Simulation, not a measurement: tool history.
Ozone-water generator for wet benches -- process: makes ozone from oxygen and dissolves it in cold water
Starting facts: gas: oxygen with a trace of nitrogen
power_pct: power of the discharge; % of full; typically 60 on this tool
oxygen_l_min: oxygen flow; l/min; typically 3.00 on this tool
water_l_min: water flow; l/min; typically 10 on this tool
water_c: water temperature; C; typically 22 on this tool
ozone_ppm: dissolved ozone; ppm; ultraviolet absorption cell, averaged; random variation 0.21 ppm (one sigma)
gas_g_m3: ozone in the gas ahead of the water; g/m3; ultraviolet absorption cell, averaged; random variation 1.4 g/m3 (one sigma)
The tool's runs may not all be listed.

| run | hour | power_pct | oxygen_l_min | water_l_min | water_c | ozone_ppm | gas_g_m3 |
|---|---|---|---|---|---|---|---|
| 1 | 0.0 | 60 | 3.00 | 10 | 22 | 31.5 | 258.4 |
| 2 | 41.8 | 60 | 3.00 | 10 | 22 | 31.6 | 261.6 |
| 3 | 81.5 | 60 | 3.00 | 10 | 22 | 31.7 | 257.4 |
| 4 | 129.0 | 60 | 3.00 | 10 | 22 | 31.4 | 257.9 |
| 5 | 161.5 | 60 | 3.00 | 10 | 15 | 35.0 | 257.7 |
| 6 | 200.0 | 60 | 3.00 | 10 | 15 | 35.0 | 259.7 |
| 7 | 219.9 | 60 | 3.00 | 10 | 15 | 35.3 | 259.9 |
| 8 | 263.9 | 60 | 3.00 | 10 | 24 | 30.7 | 258.1 |
| 9 | 294.3 | 60 | 3.00 | 7 | 24 | 37.7 | 259.2 |
| 10 | 324.2 | 60 | 3.00 | 7 | 24 | 37.7 | 257.1 |
| 11 | 361.4 | 60 | 1.77 | 7 | 24 | 40.9 | 351.6 |
| 12 | 403.2 | 82 | 1.77 | 7 | 24 | 47.5 | 413.7 |
| 13 | 448.6 | 82 | 1.77 | 7 | 24 | 47.4 | 413.1 |
| 14 | 495.7 | 82 | 1.77 | 7 | 24 | 47.4 | 413.8 |
| 15 | 521.6 | 82 | 1.77 | 7 | 24 | 48.0 | 414.9 |
| 16 | 556.9 | 82 | 1.77 | 7 | 24 | 47.5 | 410.6 |
| 17 | 579.3 | 82 | 1.77 | 7 | 24 | 47.0 | 412.3 |
| 18 | 627.0 | 82 | 4.54 | 7 | 26 | 38.0 | 235.7 |
| 19 | 661.4 | 44 | 4.54 | 10 | 16 | 28.3 | 174.4 |
| 20 | 703.1 | 66 | 3.00 | 7 | 28 | 36.2 | 270.2 |
| 21 | 731.2 | 66 | 3.00 | 7 | 28 | 36.6 | 271.2 |
| 22 | 773.7 | 48 | 2.17 | 12 | 21 | 25.4 | 277.7 |
| 23 | 806.8 | 60 | 3.10 | 10 | 22 | 31.5 | 252.5 |
| 24 | 838.7 | 60 | 3.10 | 10 | 22 | 31.6 | 253.8 |
| 25 | 886.0 | 49 | 3.00 | 10 | 18 | 30.5 | 234.6 |
| 26 | 925.7 | 98 | 4.51 | 14 | 26 | 28.9 | 260.1 |
| 27 | 964.8 | 98 | 2.15 | 13 | 16 | 35.7 | 402.2 |
| 28 | 1007.3 | 98 | 2.15 | 13 | 16 | 36.1 | 402.6 |
| 29 | 1035.3 | 67 | 2.40 | 15 | 22 | 24.7 | 313.0 |
| 30 | 1078.4 | 67 | 2.40 | 15 | 22 | 24.9 | 313.5 |
| 31 | 1113.3 | 80 | 3.00 | 7 | 28 | 40.2 | 300.1 |
| 32 | 1133.0 | 80 | 3.00 | 7 | 28 | 40.3 | 297.5 |
| 33 | 1158.5 | 80 | 3.00 | 7 | 16 | 50.7 | 301.0 |

Branching from run 33: 4 alternative next runs. What would each branch give?
| A | 1200.7 | 62 | 3.07 | 7 | 14 | ? | ? |
| B | 1200.7 | 80 | 4.08 | 9 | 23 | ? | ? |
| C | 1200.7 | 82 | 3.00 | 10 | 22 | ? | ? |
| D | 1200.7 | 92 | 4.90 | 10 | 23 | ? | ? |

| run | ozone_ppm | gas_g_m3 |
|---|---|---|
| A | 45.8 | 258.6 |
| B | 36.4 | 249.5 |
| C | 36.8 | 301.7 |
| D | 35.7 | 239.3 |
The same runs, with their run-to-run variation unchanged, on a tool lacking any hidden condition would have given:
| run | ozone_ppm | gas_g_m3 |
|---|---|---|
| A | 45.8 | 258.6 |
| B | 36.4 | 249.6 |
| C | 36.8 | 301.8 |
| D | 35.7 | 239.3 |

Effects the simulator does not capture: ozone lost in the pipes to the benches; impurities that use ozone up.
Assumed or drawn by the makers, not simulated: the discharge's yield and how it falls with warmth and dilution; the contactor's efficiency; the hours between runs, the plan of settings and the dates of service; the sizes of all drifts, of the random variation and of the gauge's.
